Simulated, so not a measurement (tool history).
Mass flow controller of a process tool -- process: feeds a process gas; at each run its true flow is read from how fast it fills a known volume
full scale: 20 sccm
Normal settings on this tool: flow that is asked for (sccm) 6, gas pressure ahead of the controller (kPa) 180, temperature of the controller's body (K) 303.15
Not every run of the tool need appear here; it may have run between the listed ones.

run	hour	flow that is asked for (sccm)	gas pressure ahead of the controller (kPa)	temperature of the controller's body (K)	true flow (%)
1	0.0	6	180	303.15	98.41
2	184.2	6	180	303.15	98.51
3	329.8	6	180	303.15	98.63
4	578.2	6	180	303.15	98.76
5	747.9	6	180	303.15	98.80
6	918.9	6	180	303.15	98.93
7	1068.1	6	180	303.15	98.98
8	1362.0	6	180	303.15	99.05
9	1641.0	6	221	303.15	99.05
10	1909.1	6	221	303.15	99.18
11	2122.7	6	180	303.15	99.40
12	2409.6	6	180	303.15	99.71
13	2673.2	6	208	303.15	99.55
14	2917.3	6	180	308.15	99.54
15	3223.7	6	180	308.15	99.72
16	3477.6	6	180	308.15	99.91
17	3810.0	6	180	308.15	99.95
18	4043.7	8	180	303.15	100.60
19	4220.5	6	180	303.15	100.52
# hour 4284.8: controller's zero set anew
20	4449.4	6	180	304.15	100.59
21	4739.5	6	180	304.15	100.61
22	5009.3	6	180	304.15	100.85
# hour 5176.4: gauge calibrated
23	5176.4	18	180	303.15	99.55
24	5381.8	6	180	303.15	98.48
25	5703.6	4	180	295.15	98.95
26	5915.3	19	196	294.15	100.45
27	6050.5	6	141	303.15	99.01
28	6344.2	12	193	293.15	100.19
29	6548.2	4	193	293.15	99.46
30	6783.2	4	237	303.15	98.51
31	7078.1	18	192	304.15	100.45
32	7350.0	18	244	308.15	99.92
33	7655.2	8	191	298.15	99.95
34	7947.7	8	191	298.15	100.22
35	8128.7	13	180	307.15	100.24
36	8344.7	6	191	295.15	100.48
37	8525.9	6	191	295.15	100.45
38	8809.4	6	180	305.15	100.14
39	8985.9	6	180	300.15	100.37
40	9164.1	12	229	293.15	101.39
41	9470.3	4	249	306.15	99.73
42	9699.5	4	249	306.15	99.74
43	9984.8	9	185	305.15	101.02
44	10267.8	3	260	299.15	100.38
45	10496.1	3	231	299.15	100.60
46	10763.9	6	278	309.15	100.21
47	10947.0	4	192	301.15	101.13
48	11274.9	2	180	311.15	100.65

4 options for the next run, each taken on its own from the tool as it stands now. Forecast them:
A	11550.7	6	180	309.15	?
B	11550.7	2	208	295.15	?
C	11550.7	10	180	311.15	?
D	11550.7	2	180	300.15	?

run	true flow (%)
A	101.11
B	101.50
C	101.50
D	101.48
What these runs would have given with no unlogged condition in the tool:
run	true flow (%)
A	97.97
B	98.33
C	98.35
D	98.31
